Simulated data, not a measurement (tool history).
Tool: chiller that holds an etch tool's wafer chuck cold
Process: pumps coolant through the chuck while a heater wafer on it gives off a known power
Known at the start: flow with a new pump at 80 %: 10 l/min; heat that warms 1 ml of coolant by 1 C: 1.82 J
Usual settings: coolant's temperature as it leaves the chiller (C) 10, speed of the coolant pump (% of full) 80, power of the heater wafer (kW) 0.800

run      day  coolant's temperature as it leaves the chiller (C)  speed of the coolant pump (% of full)  power of the heater wafer (kW)  chuck's temperature once it has settled (C)  how much warmer the coolant comes back (C)
  1    0.000                                                  10                                     80                           0.800                                         16.8                                        2.63
  2    5.021                                                  10                                     80                           0.588                                         15.2                                        1.97
  3    9.858                                                  10                                     80                           0.800                                         16.9                                        2.67
  4   17.438                                                  10                                     80                           0.800                                         17.1                                        2.70
  5   21.250                                                  10                                     80                           0.800                                         17.1                                        2.65
  6   28.092                                                  10                                     80                           0.719                                         16.3                                        2.38
  7   36.058                                                  18                                     80                           0.800                                         25.0                                        2.66
  8   41.842                                                  18                                     80                           0.800                                         24.9                                        2.68
  9   46.392                                                  18                                     80                           0.800                                         25.1                                        2.66
 10   50.854                                                  18                                     80                           0.800                                         25.1                                        2.64
 11   57.246                                                  10                                     80                           0.429                                         13.8                                        1.43
 12   61.938                                                  10                                     80                           0.429                                         13.8                                        1.42
 13   66.329                                                  10                                     98                           0.429                                         13.1                                        1.12
 14   70.067                                                  10                                     98                           0.429                                         13.3                                        1.13
 15   74.600                                                  10                                     98                           0.429                                         13.3                                        1.16
      77.217  -- coolant changed, channels flushed
 16   79.267                                                  10                                     80                           0.800                                         17.1                                        2.62
 17   86.700                                                  10                                     80                           0.607                                         15.3                                        2.00
 18   93.362                                                  10                                     80                           0.607                                         15.4                                        2.01
      96.492  -- chiller's thermometer calibrated
 19   99.604                                                   1                                     72                           0.800                                          8.7                                        2.98
 20  104.879                                                  10                                     83                           0.800                                         16.8                                        2.52
 21  109.096                                                  14                                     67                           1.014                                         24.3                                        4.11
 22  115.488                                                  15                                     99                           0.800                                         21.0                                        2.06
 23  119.304                                                  17                                     99                           0.800                                         23.0                                        2.11
 24  126.200                                                  17                                     93                           0.586                                         21.6                                        1.69
 25  133.654                                                   2                                     66                           0.438                                          6.7                                        1.84
 26  138.383                                                  14                                     68                           0.500                                         19.0                                        1.93
 27  142.792                                                  14                                     68                           0.500                                         18.9                                        1.97
 28  148.833                                                   4                                     80                           0.800                                         10.9                                        2.68
 29  155.317                                                  20                                     99                           1.149                                         28.5                                        3.02
 30  159.875                                                  20                                     99                           1.149                                         28.7                                        3.04
 31  164.179                                                  13                                     99                           0.434                                         16.3                                        1.13
 32  171.029                                                  13                                     99                           0.434                                         16.3                                        1.15

Forecast each of these 4 alternatives for the next run:
  A  175.683                                                  10                                     94                           0.800                                            ?                                           ?
  B  175.683                                                   4                                     88                           0.676                                            ?                                           ?
  C  175.683                                                  18                                     99                           0.603                                            ?                                           ?
  D  175.683                                                  13                                     62                           0.580                                            ?                                           ?

run  chuck's temperature once it has settled (C)  how much warmer the coolant comes back (C)
  A                                         16.1                                        2.23
  B                                          9.5                                        1.97
  C                                         22.6                                        1.62
  D                                         19.3                                        2.51
Without the tool's hidden state the same runs would have given:
run  chuck's temperature once it has settled (C)  how much warmer the coolant comes back (C)
  A                                         16.1                                        2.22
  B                                          9.5                                        1.97
  C                                         22.6                                        1.61
  D                                         19.3                                        2.50
